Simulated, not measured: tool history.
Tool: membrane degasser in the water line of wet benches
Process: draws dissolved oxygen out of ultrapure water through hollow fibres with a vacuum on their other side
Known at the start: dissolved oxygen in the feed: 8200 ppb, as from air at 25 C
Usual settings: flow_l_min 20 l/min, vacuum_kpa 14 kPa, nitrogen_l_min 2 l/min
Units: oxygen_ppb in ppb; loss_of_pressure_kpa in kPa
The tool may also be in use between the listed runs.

Run 1, day 0: usual settings. Result: oxygen_ppb 514.6 ppb, loss_of_pressure_kpa 52.34 kPa.
Run 2, day 6.15: usual settings. Result: oxygen_ppb 523.2 ppb, loss_of_pressure_kpa 52.16 kPa.
Run 3, day 14.338: usual settings but vacuum_kpa 24.9 kPa. Result: oxygen_ppb 749.7 ppb, loss_of_pressure_kpa 52.84 kPa.
Run 4, day 22.808: usual settings but vacuum_kpa 24.9 kPa. Result: oxygen_ppb 745.2 ppb, loss_of_pressure_kpa 52.64 kPa.
Run 5, day 29.771: usual settings. Result: oxygen_ppb 523 ppb, loss_of_pressure_kpa 52.55 kPa.
Run 6, day 36.396: usual settings but flow_l_min 17 l/min. Result: oxygen_ppb 451 ppb, loss_of_pressure_kpa 44.64 kPa.
Run 7, day 43.029: usual settings but flow_l_min 17 l/min. Result: oxygen_ppb 437.3 ppb, loss_of_pressure_kpa 45.02 kPa.
Run 8, day 50.975: usual settings but flow_l_min 17 l/min. Result: oxygen_ppb 452.2 ppb, loss_of_pressure_kpa 45.01 kPa.
Run 9, day 64.054: usual settings but flow_l_min 17 l/min. Result: oxygen_ppb 452.7 ppb, loss_of_pressure_kpa 45.2 kPa.
At day 77.454: vacuum gauge calibrated.
Run 10, day 77.592: usual settings but flow_l_min 17 l/min. Result: oxygen_ppb 460.4 ppb, loss_of_pressure_kpa 45.01 kPa.
At day 86.65: seals of the vacuum lines changed.
Run 11, day 87.875: usual settings but vacuum_kpa 16.8 kPa. Result: oxygen_ppb 592.5 ppb, loss_of_pressure_kpa 53.05 kPa.
Run 12, day 94.112: usual settings but vacuum_kpa 16.8 kPa. Result: oxygen_ppb 587.6 ppb, loss_of_pressure_kpa 53.16 kPa.
Run 13, day 104.938: usual settings but vacuum_kpa 16.8 kPa. Result: oxygen_ppb 595.9 ppb, loss_of_pressure_kpa 53.41 kPa.
Run 14, day 115.925: usual settings but vacuum_kpa 16.8 kPa, nitrogen_l_min 3.77 l/min. Result: oxygen_ppb 456.6 ppb, loss_of_pressure_kpa 53.41 kPa.
Run 15, day 126.279: usual settings but vacuum_kpa 16.8 kPa, nitrogen_l_min 3.77 l/min. Result: oxygen_ppb 466.3 ppb, loss_of_pressure_kpa 52.99 kPa.
Run 16, day 132.779: usual settings but vacuum_kpa 16.8 kPa, nitrogen_l_min 3.77 l/min. Result: oxygen_ppb 459.3 ppb, loss_of_pressure_kpa 53.6 kPa.
At day 134.4: vacuum gauge calibrated, once more.
Run 17, day 145.821: usual settings but vacuum_kpa 16.8 kPa, nitrogen_l_min 3.77 l/min. Result: oxygen_ppb 455.3 ppb, loss_of_pressure_kpa 53.8 kPa.
Run 18, day 156.225: usual settings but flow_l_min 18 l/min, vacuum_kpa 12.3 kPa, nitrogen_l_min 3.36 l/min. Result: oxygen_ppb 378.5 ppb, loss_of_pressure_kpa 48.16 kPa.
Run 19, day 165.312: usual settings but flow_l_min 18 l/min, vacuum_kpa 12.3 kPa, nitrogen_l_min 3.36 l/min. Result: oxygen_ppb 374.7 ppb, loss_of_pressure_kpa 48.5 kPa.
Run 20, day 173.229: usual settings but flow_l_min 23 l/min, nitrogen_l_min 1.8 l/min. Result: oxygen_ppb 631.3 ppb, loss_of_pressure_kpa 61.45 kPa.
At day 178.821: membrane cartridge changed.
Run 21, day 182.962: usual settings but flow_l_min 23 l/min, nitrogen_l_min 1.8 l/min. Result: oxygen_ppb 567.2 ppb, loss_of_pressure_kpa 57.43 kPa.
Run 22, day 189.958: usual settings but flow_l_min 19 l/min, vacuum_kpa 8.7 kPa, nitrogen_l_min 1.98 l/min. Result: oxygen_ppb 342.8 ppb, loss_of_pressure_kpa 47.53 kPa.
Run 23, day 196.471: usual settings but flow_l_min 19 l/min, vacuum_kpa 8.7 kPa, nitrogen_l_min 1.98 l/min. Result: oxygen_ppb 340.9 ppb, loss_of_pressure_kpa 47.23 kPa.
Run 24, day 208.654: usual settings but flow_l_min 19 l/min, vacuum_kpa 14.1 kPa, nitrogen_l_min 1.39 l/min. Result: oxygen_ppb 535.2 ppb, loss_of_pressure_kpa 47.26 kPa.
Run 25, day 214.95: usual settings but flow_l_min 19 l/min, vacuum_kpa 14.1 kPa, nitrogen_l_min 1.39 l/min. Result: oxygen_ppb 544.3 ppb, loss_of_pressure_kpa 47.58 kPa.
Run 26, day 221.254: usual settings but vacuum_kpa 11.3 kPa, nitrogen_l_min 2.28 l/min. Result: oxygen_ppb 397.9 ppb, loss_of_pressure_kpa 50.26 kPa.
Run 27, day 230.958: usual settings but vacuum_kpa 11.8 kPa, nitrogen_l_min 2.28 l/min. Result: oxygen_ppb 401.9 ppb, loss_of_pressure_kpa 50.54 kPa.
Run 28, day 241.446: usual settings but flow_l_min 22 l/min, nitrogen_l_min 3.38 l/min. Result: oxygen_ppb 435.4 ppb, loss_of_pressure_kpa 55.21 kPa.
Run 29, day 251.917: usual settings but flow_l_min 22 l/min, nitrogen_l_min 3.38 l/min. Result: oxygen_ppb 437.9 ppb, loss_of_pressure_kpa 55.97 kPa.
Run 30, day 265.075: usual settings but vacuum_kpa 20.8 kPa, nitrogen_l_min 4.78 l/min. Result: oxygen_ppb 413.4 ppb, loss_of_pressure_kpa 50.65 kPa.
Run 31, day 271.412: usual settings but flow_l_min 31 l/min, vacuum_kpa 20.8 kPa, nitrogen_l_min 3.53 l/min. Result: oxygen_ppb 736.4 ppb, loss_of_pressure_kpa 78.79 kPa.
Run 32, day 278.4: usual settings but flow_l_min 15 l/min, vacuum_kpa 9.8 kPa, nitrogen_l_min 1.27 l/min. Result: oxygen_ppb 354.6 ppb, loss_of_pressure_kpa 37.84 kPa.
Run 33, day 286.288: usual settings but flow_l_min 16 l/min. Result: oxygen_ppb 393.2 ppb, loss_of_pressure_kpa 40.43 kPa.

Hidden state or all else? Some run-to-run changes of oxygen_ppb, split into what the settings, what came in and random variation would give without the hidden state, and what is left for the hidden state (with any gauge scatter that isn't in both results):
The hidden state here: membrane still open, %; true pressure behind the membrane over the reading, kPa; air that leaks in behind the membrane, l/min; drift of the gauge itself on oxygen_ppb, %; drift of the gauge itself on loss_of_pressure_kpa, %.
Run 19 -> 20: flow_l_min 18 -> 23, vacuum_kpa 12.3 -> 14, nitrogen_l_min 3.36 -> 1.8. oxygen_ppb +256.6 ppb: hidden state +12.8, all else +243.8.
Run 20 -> 21: membrane cartridge changed. oxygen_ppb -64.1 ppb: hidden state -67.8, all else +3.7.
Run 30 -> 31: flow_l_min 20 -> 31, nitrogen_l_min 4.78 -> 3.53. oxygen_ppb +323 ppb: hidden state +7.3, all else +315.7.
Run 31 -> 32: flow_l_min 31 -> 15, vacuum_kpa 20.8 -> 9.8, nitrogen_l_min 3.53 -> 1.27. oxygen_ppb -381.8 ppb: hidden state -3, all else -378.8.
